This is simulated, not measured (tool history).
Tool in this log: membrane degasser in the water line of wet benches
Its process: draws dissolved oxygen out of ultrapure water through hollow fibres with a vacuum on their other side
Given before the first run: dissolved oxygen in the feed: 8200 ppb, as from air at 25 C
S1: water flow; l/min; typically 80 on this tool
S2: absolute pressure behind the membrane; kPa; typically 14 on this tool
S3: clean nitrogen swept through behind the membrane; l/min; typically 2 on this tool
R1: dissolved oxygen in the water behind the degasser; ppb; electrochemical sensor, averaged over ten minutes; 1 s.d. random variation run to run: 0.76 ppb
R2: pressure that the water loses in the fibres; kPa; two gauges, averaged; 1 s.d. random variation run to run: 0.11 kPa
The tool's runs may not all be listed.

run,day,S1,S2,S3,R1,R2
1,0,80,14,2,804.5,30.48
2,0.992,80,14,2,804.1,30.3
3,2.733,80,14,2,804.8,30.4
4,3.862,80,14,2,804.1,30.37
5,5.262,80,14,1.67,918.9,30.35
6,6.754,80,14,1.79,873.1,30.31
7,8.896,80,14,1.79,874.1,30.51
8,11.058,80,14,3.51,518.8,30.35
9,13.029,80,14,3.51,520.2,30.5
10,14.062,62,14,2,660,23.51
11,16.017,80,14,2,804.8,30.13
12,17.383,80,14,2,806.1,30.28
13,19.121,80,14,2,807.5,30.31
# day 19.504: seals of the vacuum lines changed
14,20.792,80,14,2,806.3,30.46
15,22.771,80,14,2,806.5,30.35
16,24.504,80,14,2,808.7,30.43
17,25.438,80,14,2,808.8,30.54
18,27.158,80,14,2,808.5,30.51
19,28.183,80,14,2,807.6,30.36
20,29.704,49,8.5,2,276.2,18.51
21,31.7,60,18.6,0.96,1500,22.81
22,33.225,80,14,1.58,958.5,30.44
23,34.404,80,14,1.58,955.8,30.36
24,36.525,80,14,1.58,960.1,30.35
25,38.221,80,14,1.58,959.8,30.49
26,39.862,80,17.4,2,1034.7,30.43
27,41.142,75,9.3,4.67,224.9,28.5
28,42.625,80,12.3,2.76,540.3,30.39
29,44.5,63,31.7,3,1168.5,24.04
30,46.754,80,14,0.9,1383.4,30.39
31,48.512,80,14,0.9,1384.8,30.28
32,49.95,80,8.8,5.48,193.3,30.26

Each row is a separate what-if for the run after 32, all from the same tool condition, not one after another. Results?
A,51.042,80,12.3,5.48,?,?
B,51.042,95,14,1.05,?,?
C,51.042,80,14.5,5.48,?,?

run,R1,R2
A,305.1,30.42
B,1407.5,35.89
C,374.5,30.41
What these runs would have given with no unlogged condition in the tool:
run,R1,R2
A,302.6,30.41
B,1396.2,35.89
C,371.5,30.4
